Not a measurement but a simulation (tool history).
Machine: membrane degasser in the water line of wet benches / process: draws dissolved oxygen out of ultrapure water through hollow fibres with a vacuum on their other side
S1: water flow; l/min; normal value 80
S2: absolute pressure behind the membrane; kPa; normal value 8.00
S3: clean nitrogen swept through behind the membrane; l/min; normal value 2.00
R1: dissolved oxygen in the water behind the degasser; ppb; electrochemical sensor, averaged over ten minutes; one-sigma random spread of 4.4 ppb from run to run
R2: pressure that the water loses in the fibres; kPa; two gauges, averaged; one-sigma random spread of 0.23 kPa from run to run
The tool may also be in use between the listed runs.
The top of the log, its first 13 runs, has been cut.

run,hour,S1,S2,S3,R1,R2
14,863.3,80,8.00,2.00,430.1,59.45
15,911.7,80,8.00,2.00,434.9,59.32
16,986.2,80,8.00,2.00,431.8,59.30
17,1052.3,80,8.00,2.00,446.5,59.44
18,1132.3,89,8.00,2.43,439.0,65.95
19,1215.4,109,16.29,2.00,1287.8,80.68
20,1298.1,63,18.76,1.53,1157.6,46.62
21,1382.7,72,18.76,3.04,782.4,53.27
22,1431.8,49,14.26,3.04,411.3,36.42
23,1501.5,49,14.26,3.04,401.4,36.44
24,1579.9,49,14.26,3.04,397.0,36.40
25,1658.8,83,16.38,2.00,1030.2,61.42
26,1730.4,48,8.99,2.04,298.9,35.70
27,1778.3,80,9.01,1.09,749.5,59.19
28,1815.9,49,7.99,1.98,264.6,36.31
29,1869.1,97,9.21,5.18,357.4,71.79
30,1934.5,97,9.21,5.18,351.5,71.71
31,2000.3,108,4.95,5.07,224.0,80.27
32,2037.3,108,4.95,5.07,224.1,80.22

Consider 4 possible next runs. They are alternatives, not a sequence: every one starts from the tool as it was left by run 32. What does each give?
A,2109.3,108,4.95,2.16,?,?
B,2109.3,108,5.28,0.82,?,?
C,2109.3,80,11.63,2.00,?,?
D,2109.3,66,8.00,2.00,?,?

run,R1,R2
A,308.0,80.42
B,503.8,80.09
C,698.2,59.79
D,363.7,49.02
With the hidden condition removed and each run's random variation left untouched, the same runs would have given:
run,R1,R2
A,307.3,80.36
B,502.9,80.04
C,697.8,59.75
D,363.3,48.99
